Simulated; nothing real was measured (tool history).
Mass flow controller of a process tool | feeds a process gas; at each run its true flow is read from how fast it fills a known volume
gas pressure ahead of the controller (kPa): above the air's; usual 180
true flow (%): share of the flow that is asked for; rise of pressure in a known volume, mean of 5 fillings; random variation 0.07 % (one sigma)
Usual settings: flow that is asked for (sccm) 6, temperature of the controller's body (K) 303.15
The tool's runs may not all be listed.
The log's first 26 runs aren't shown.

run	hour	flow that is asked for (sccm)	gas pressure ahead of the controller (kPa)	temperature of the controller's body (K)	true flow (%)
27	2899.5	6	141	300.15	98.98
28	2980.2	2	147	295.15	98.85
29	3110.4	2	147	295.15	98.96
30	3254.8	6	155	303.15	99.18
31	3354	6	155	303.15	99.11
32	3432.3	4	155	310.15	98.81
33	3540.2	18	279	297.15	100.07
34	3627.8	13	279	312.15	98.86
35	3715.5	3	153	306.15	99.07
36	3809	11	226	299.15	99.71
37	3895.9	4	252	299.15	98.95
38	3998.6	2	159	303.15	99.29
39	4090.9	3	159	303.15	99.57
40	4162.7	3	216	307.15	98.98
# hour 4285.2: gauge calibrated
41	4296.9	10	187	309.15	98.51
42	4360.5	5	211	296.15	98.65
43	4498.1	5	211	296.15	98.53
44	4585.9	7	211	297.15	98.98
45	4654.1	6	180	303.15	98.79
46	4723.5	5	180	297.15	99.05
47	4828.1	5	180	297.15	99.08
48	4952.8	3	161	297.15	99.14

Forecast each of these 4 alternatives for the next run:
A	5064	6	165	295.15	?
B	5064	2	201	303.15	?
C	5064	13	142	297.15	?
D	5064	3	229	308.15	?

run	true flow (%)
A	99.44
B	98.63
C	100.52
D	98.28
Without the tool's hidden state the same runs would have given:
run	true flow (%)
A	98.76
B	97.99
C	99.81
D	97.61

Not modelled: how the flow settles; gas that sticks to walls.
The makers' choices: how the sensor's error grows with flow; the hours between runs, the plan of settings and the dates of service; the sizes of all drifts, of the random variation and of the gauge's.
